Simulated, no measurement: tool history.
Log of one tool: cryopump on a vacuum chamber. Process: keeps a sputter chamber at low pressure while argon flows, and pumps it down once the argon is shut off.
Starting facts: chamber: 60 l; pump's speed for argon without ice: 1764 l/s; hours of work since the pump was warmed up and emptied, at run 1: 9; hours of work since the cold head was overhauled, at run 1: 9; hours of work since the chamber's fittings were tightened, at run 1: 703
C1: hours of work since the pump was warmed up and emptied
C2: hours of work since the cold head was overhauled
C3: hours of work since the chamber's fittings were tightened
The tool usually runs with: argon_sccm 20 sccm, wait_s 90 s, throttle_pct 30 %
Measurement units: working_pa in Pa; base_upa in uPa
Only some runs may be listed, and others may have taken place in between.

run 1 hour=0 | argon_sccm=20 wait_s=90 throttle_pct=30 | C1=9 C2=9 C3=703 | working_pa=0.0643 base_upa=0.81
run 2 hour=13.9 | argon_sccm=20 wait_s=90 throttle_pct=30 | C1=16 C2=16 C3=710 | working_pa=0.064 base_upa=0.82
run 3 hour=27.7 | argon_sccm=20 wait_s=61 throttle_pct=30 | C1=23 C2=23 C3=718 | working_pa=0.0644 base_upa=0.89
run 4 hour=42.9 | argon_sccm=25 wait_s=61 throttle_pct=30 | C1=31 C2=31 C3=726 | working_pa=0.0802 base_upa=0.92
run 5 hour=67.2 | argon_sccm=25 wait_s=61 throttle_pct=30 | C1=44 C2=44 C3=738 | working_pa=0.0806 base_upa=0.91
run 6 hour=91.3 | argon_sccm=20 wait_s=90 throttle_pct=30 | C1=57 C2=57 C3=751 | working_pa=0.0639 base_upa=0.86
run 7 hour=104.5 | argon_sccm=20 wait_s=90 throttle_pct=30 | C1=63 C2=63 C3=758 | working_pa=0.0639 base_upa=0.88
run 8 hour=122.3 | argon_sccm=20 wait_s=90 throttle_pct=30 | C1=73 C2=73 C3=767 | working_pa=0.0638 base_upa=0.9
run 9 hour=141.3 | argon_sccm=20 wait_s=90 throttle_pct=30 | C1=83 C2=83 C3=777 | working_pa=0.0646 base_upa=0.9
run 10 hour=154.1 | argon_sccm=20 wait_s=90 throttle_pct=30 | C1=89 C2=89 C3=784 | working_pa=0.0643 base_upa=0.9
run 11 hour=169.5 | argon_sccm=20 wait_s=90 throttle_pct=30 | C1=98 C2=98 C3=792 | working_pa=0.0643 base_upa=0.91
run 12 hour=193.5 | argon_sccm=20 wait_s=90 throttle_pct=30 | C1=110 C2=110 C3=804 | working_pa=0.0647 base_upa=0.97
run 13 hour=208.5 | argon_sccm=20 wait_s=28 throttle_pct=26 | C1=118 C2=118 C3=812 | working_pa=0.0748 base_upa=1.37
run 14 hour=229.6 | argon_sccm=20 wait_s=28 throttle_pct=26 | C1=129 C2=129 C3=823 | working_pa=0.0758 base_upa=1.34
run 15 hour=252.9 | argon_sccm=31 wait_s=28 throttle_pct=26 | C1=141 C2=141 C3=836 | working_pa=0.1159 base_upa=1.34
run 16 hour=265.8 | argon_sccm=31 wait_s=28 throttle_pct=26 | C1=148 C2=148 C3=842 | working_pa=0.1165 base_upa=1.37
run 17 hour=290.3 | argon_sccm=9 wait_s=32 throttle_pct=45 | C1=161 C2=161 C3=855 | working_pa=0.0204 base_upa=1.34
run 18 hour=302 | argon_sccm=9 wait_s=177 throttle_pct=38 | C1=167 C2=167 C3=861 | working_pa=0.0232 base_upa=0.91
run 19 hour=324.5 | argon_sccm=20 wait_s=24 throttle_pct=38 | C1=179 C2=179 C3=873 | working_pa=0.0513 base_upa=1.49
run 20 hour=342 | argon_sccm=21 wait_s=90 throttle_pct=53 | C1=188 C2=188 C3=882 | working_pa=0.0392 base_upa=1
run 21 hour=358 | argon_sccm=20 wait_s=232 throttle_pct=19 | C1=196 C2=196 C3=891 | working_pa=0.1032 base_upa=0.85
run 22 hour=371.5 | argon_sccm=34 wait_s=21 throttle_pct=24 | C1=203 C2=203 C3=898 | working_pa=0.1376 base_upa=1.63
run 23 hour=393.3 | argon_sccm=34 wait_s=21 throttle_pct=24 | C1=215 C2=215 C3=909 | working_pa=0.1389 base_upa=1.64
run 24 hour=417.6 | argon_sccm=34 wait_s=21 throttle_pct=24 | C1=228 C2=228 C3=922 | working_pa=0.1371 base_upa=1.62

Predict each of these 3 candidate next runs independently; none follows another, all start after run 24:
run A hour=441.8 | argon_sccm=20 wait_s=277 throttle_pct=30 | C1=240 C2=240 C3=935 | working_pa=? base_upa=?
run B hour=441.8 | argon_sccm=24 wait_s=36 throttle_pct=24 | C1=240 C2=240 C3=935 | working_pa=? base_upa=?
run C hour=441.8 | argon_sccm=28 wait_s=223 throttle_pct=32 | C1=240 C2=240 C3=935 | working_pa=? base_upa=?

run=A working_pa=0.0656 base_upa=0.94
run=B working_pa=0.0975 base_upa=1.36
run=C working_pa=0.0857 base_upa=0.98
Stripped of hidden state, with their random variation kept, the same runs would have yielded:
run=A working_pa=0.0639 base_upa=0.25
run=B working_pa=0.0956 base_upa=0.66
run=C working_pa=0.0834 base_upa=0.28
